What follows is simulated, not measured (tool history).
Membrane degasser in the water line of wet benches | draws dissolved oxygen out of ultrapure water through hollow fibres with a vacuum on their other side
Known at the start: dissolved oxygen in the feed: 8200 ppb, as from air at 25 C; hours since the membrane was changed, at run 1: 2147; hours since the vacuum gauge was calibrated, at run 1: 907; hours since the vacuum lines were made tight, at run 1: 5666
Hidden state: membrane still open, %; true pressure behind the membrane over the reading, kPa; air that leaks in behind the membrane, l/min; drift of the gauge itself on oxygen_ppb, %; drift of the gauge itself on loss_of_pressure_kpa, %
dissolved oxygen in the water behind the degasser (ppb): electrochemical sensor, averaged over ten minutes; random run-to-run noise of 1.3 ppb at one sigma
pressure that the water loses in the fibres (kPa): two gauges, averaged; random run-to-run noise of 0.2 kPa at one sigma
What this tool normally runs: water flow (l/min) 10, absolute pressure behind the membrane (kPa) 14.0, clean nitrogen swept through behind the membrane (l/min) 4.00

run	hour	water flow (l/min)	absolute pressure behind the membrane (kPa)	clean nitrogen swept through behind the membrane (l/min)	hours since the membrane was changed	hours since the vacuum gauge was calibrated	hours since the vacuum lines were made tight	dissolved oxygen in the water behind the degasser (ppb)	pressure that the water loses in the fibres (kPa)
1	0.0	10	14.0	4.00	2147	907	5666	130.5	46.92
2	42.0	10	14.0	4.00	2189	949	5708	134.0	46.96
3	99.2	10	14.0	4.00	2246	1006	5765	133.4	46.82
4	157.5	10	14.0	4.00	2305	1064	5823	132.3	47.26
5	189.2	10	14.0	6.38	2336	1096	5855	108.7	47.07
6	249.9	10	12.6	4.00	2397	1157	5916	122.9	47.55
7	279.0	10	12.6	4.00	2426	1186	5945	122.2	46.84
8	308.5	10	13.7	4.00	2456	1215	5974	130.4	47.48
9	369.7	10	13.7	4.00	2517	1277	6036	130.5	47.39
10	431.3	10	14.0	7.00	2578	1338	6097	104.6	47.66
11	458.2	10	14.0	7.00	2605	1365	6124	104.4	47.32
12	497.5	10	14.0	4.00	2645	1404	6163	132.0	46.93
13	546.7	10	14.0	4.00	2694	1454	6213	135.3	47.31
14	587.1	10	14.0	4.00	2734	1494	6253	132.1	47.40
15	647.1	10	14.0	4.00	2794	1554	6313	134.0	47.48
16	702.0	10	23.4	2.16	2849	1609	6368	288.7	47.02
17	735.7	10	15.0	8.85	2883	1643	6402	98.5	47.44
18	781.4	10	15.0	8.85	2928	1688	6447	98.5	47.44
19	814.9	10	15.0	8.85	2962	1722	6481	100.0	47.62
20	843.8	9	14.3	9.40	2991	1751	6510	67.4	42.63
21	901.1	9	27.5	3.06	3048	1808	6567	217.5	42.52
22	958.7	12	27.5	3.06	3106	1866	6625	359.5	57.11
23	1012.0	9	15.5	7.90	3159	1919	6678	76.9	42.72
24	1058.4	13	20.9	4.00	3205	1965	6724	328.2	61.85
25	1087.5	13	20.9	4.00	3234	1994	6753	321.9	61.76
26	1134.4	10	12.8	12.00	3281	2041	6800	86.3	47.60
27	1169.6	7	10.9	5.13	3317	2076	6835	38.8	33.18
28	1199.9	7	24.9	2.59	3347	2107	6866	158.2	32.97
29	1245.4	7	24.9	2.59	3392	2152	6911	159.0	33.50
30	1273.1	8	13.7	4.86	3420	2180	6939	66.6	38.39

Difference, measured minus no-hidden-state, one row per run. Run-to-run variation is common to both terms; the gauge's own scatter need not be:
run	dissolved oxygen in the water behind the degasser (ppb)	pressure that the water loses in the fibres (kPa)
1	+5.0	+0.61
2	+5.2	+0.62
3	+5.4	+0.64
4	+5.5	+0.66
5	+5.2	+0.67
6	+5.5	+0.69
7	+5.5	+0.69
8	+5.8	+0.70
9	+5.9	+0.71
10	+5.6	+0.74
11	+5.6	+0.74
12	+6.2	+0.75
13	+6.4	+0.76
14	+6.4	+0.78
15	+6.6	+0.79
16	+9.1	+0.81
17	+6.1	+0.82
18	+6.1	+0.83
19	+6.3	+0.85
20	+4.4	+0.76
21	+7.6	+0.78
22	+13.4	+1.05
23	+4.9	+0.81
24	+15.5	+1.19
25	+15.4	+1.19
26	+6.6	+0.94
27	+2.4	+0.66
28	+5.6	+0.66
29	+5.7	+0.67
30	+4.0	+0.78
